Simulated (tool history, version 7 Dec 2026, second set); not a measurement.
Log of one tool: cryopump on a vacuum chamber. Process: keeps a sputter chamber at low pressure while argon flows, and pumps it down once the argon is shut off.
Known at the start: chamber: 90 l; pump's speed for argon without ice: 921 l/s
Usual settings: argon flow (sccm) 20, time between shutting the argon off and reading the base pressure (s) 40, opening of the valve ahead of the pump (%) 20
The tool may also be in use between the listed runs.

run,day,argon flow (sccm),time between shutting the argon off and reading the base pressure (s),opening of the valve ahead of the pump (%),pressure while argon flows (Pa),pressure after the wait (uPa)
1,0,20,40,20,0.1932,1.62
2,4.542,20,40,20,0.1934,1.68
3,6.996,20,40,20,0.1945,1.68
4,10.617,20,40,20,0.1967,1.78
5,13.271,20,40,20,0.2005,1.91
# day 16.992: pump warmed up, emptied and cooled again
6,17.779,20,96,20,0.1852,1.04
7,20.554,20,40,29,0.1287,1.72
8,23.004,20,40,29,0.1287,1.8
9,25.362,20,95,20,0.1872,1.16
10,29.108,29,40,20,0.2715,1.93
11,32.992,29,40,20,0.2738,1.92
12,35.358,29,40,20,0.2768,2.03
13,39.025,15,40,20,0.144,2.09
14,43.25,15,40,53,0.0593,2.23
15,47.525,15,40,53,0.0618,2.33
16,50.575,20,40,20,0.1981,2.45
17,54.858,20,40,20,0.1999,2.54
18,57.804,20,40,20,0.2042,2.58
# day 59.121: pump warmed up, emptied and cooled again
19,61.317,20,40,18,0.205,2.17
20,64.938,15,29,57,0.0502,2.71
21,67.396,32,54,20,0.2983,2.06
22,71.192,16,40,20,0.1512,2.4
23,73.483,16,40,20,0.1515,2.5
24,76.875,28,289,32,0.171,1.6
25,80.467,28,289,32,0.1733,1.72
26,84.888,28,289,32,0.1743,1.86
27,88.004,26,289,32,0.1633,1.99
28,91.771,8,57,20,0.0788,2.69
29,95.638,13,45,41,0.0687,3.09
30,100.05,18,102,33,0.1175,2.72
# day 101.288: pump warmed up, emptied and cooled again
31,104.283,20,40,48,0.0789,2.7
32,108.246,20,40,48,0.0793,2.77
33,112.95,22,40,20,0.2079,2.88
34,117.65,22,40,20,0.2075,3.08

4 ways to go on from here, each from the tool as it stands after run 34. What would each give?
A,121.492,22,40,35,?,?
B,121.492,22,23,20,?,?
C,121.492,11,40,20,?,?
D,121.492,10,27,17,?,?

run,pressure while argon flows (Pa),pressure after the wait (uPa)
A,0.1256,3.2
B,0.2095,3.88
C,0.1062,3.27
D,0.1126,3.73
Without the tool's hidden state the same runs would have given:
run,pressure while argon flows (Pa),pressure after the wait (uPa)
A,0.1166,1.42
B,0.2005,2.13
C,0.1016,1.45
D,0.1085,1.94

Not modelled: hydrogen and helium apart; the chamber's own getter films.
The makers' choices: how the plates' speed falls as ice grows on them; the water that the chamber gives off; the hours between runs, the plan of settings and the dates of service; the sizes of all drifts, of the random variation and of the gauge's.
